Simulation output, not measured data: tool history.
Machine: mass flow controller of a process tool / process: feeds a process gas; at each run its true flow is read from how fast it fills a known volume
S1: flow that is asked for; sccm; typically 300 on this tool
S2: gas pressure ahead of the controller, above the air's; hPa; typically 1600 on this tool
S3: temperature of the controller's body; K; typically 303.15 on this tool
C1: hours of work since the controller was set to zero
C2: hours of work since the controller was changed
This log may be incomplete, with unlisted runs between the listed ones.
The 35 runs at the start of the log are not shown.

{"run": 36, "hour": 5637.2, "S1": 300, "S2": 2600, "S3": 296.15, "C1": 1093, "C2": 1093, "true flow (%)": 98.2}
{"run": 37, "hour": 5787.3, "S1": 153, "S2": 1710, "S3": 295.15, "C1": 1186, "C2": 1186, "true flow (%)": 97.33}
{"run": 38, "hour": 5980.3, "S1": 532, "S2": 1530, "S3": 295.15, "C1": 1305, "C2": 1305, "true flow (%)": 98.34}
{"run": 39, "hour": 6072.1, "S1": 274, "S2": 2540, "S3": 313.15, "C1": 1362, "C2": 1362, "true flow (%)": 99.14}
{"run": 40, "hour": 6265.5, "S1": 435, "S2": 1420, "S3": 293.15, "C1": 1481, "C2": 1481, "true flow (%)": 98.06}
{"run": 41, "hour": 6455.5, "S1": 618, "S2": 1970, "S3": 299.15, "C1": 1599, "C2": 1599, "true flow (%)": 98.97}
{"run": 42, "hour": 6654.3, "S1": 618, "S2": 1970, "S3": 299.15, "C1": 1722, "C2": 1722, "true flow (%)": 99.1}
{"run": 43, "hour": 6754.4, "S1": 112, "S2": 2590, "S3": 296.15, "C1": 1784, "C2": 1784, "true flow (%)": 97.68}
{"run": 44, "hour": 6911.4, "S1": 112, "S2": 2590, "S3": 296.15, "C1": 1881, "C2": 1881, "true flow (%)": 97.59}
{"run": 45, "hour": 7121.9, "S1": 112, "S2": 2590, "S3": 296.15, "C1": 2011, "C2": 2011, "true flow (%)": 97.62}
{"run": 46, "hour": 7212.3, "S1": 112, "S2": 1500, "S3": 296.15, "C1": 2067, "C2": 2067, "true flow (%)": 97.4}
{"run": 47, "hour": 7358.5, "S1": 139, "S2": 2650, "S3": 298.15, "C1": 2157, "C2": 2157, "true flow (%)": 97.73}
{"run": 48, "hour": 7474.5, "S1": 139, "S2": 2650, "S3": 298.15, "C1": 2229, "C2": 2229, "true flow (%)": 97.9}

4 ways to go on from here, each from the tool as it stands after run 48. What would each give?
{"run": "A", "hour": 7567.1, "S1": 778, "S2": 1780, "S3": 294.15, "C1": 2286, "C2": 2286, "true flow (%)": "?"}
{"run": "B", "hour": 7567.1, "S1": 709, "S2": 1410, "S3": 303.15, "C1": 2286, "C2": 2286, "true flow (%)": "?"}
{"run": "C", "hour": 7567.1, "S1": 300, "S2": 1600, "S3": 313.15, "C1": 2286, "C2": 2286, "true flow (%)": "?"}
{"run": "D", "hour": 7567.1, "S1": 165, "S2": 2710, "S3": 307.15, "C1": 2286, "C2": 2286, "true flow (%)": "?"}

run=A true_flow_(%)=99.08
run=B true_flow_(%)=99.31
run=C true_flow_(%)=98.86
run=D true_flow_(%)=98.45
Without the tool's hidden state the same runs would have given:
run=A true_flow_(%)=99.10
run=B true_flow_(%)=99.33
run=C true_flow_(%)=98.87
run=D true_flow_(%)=98.46

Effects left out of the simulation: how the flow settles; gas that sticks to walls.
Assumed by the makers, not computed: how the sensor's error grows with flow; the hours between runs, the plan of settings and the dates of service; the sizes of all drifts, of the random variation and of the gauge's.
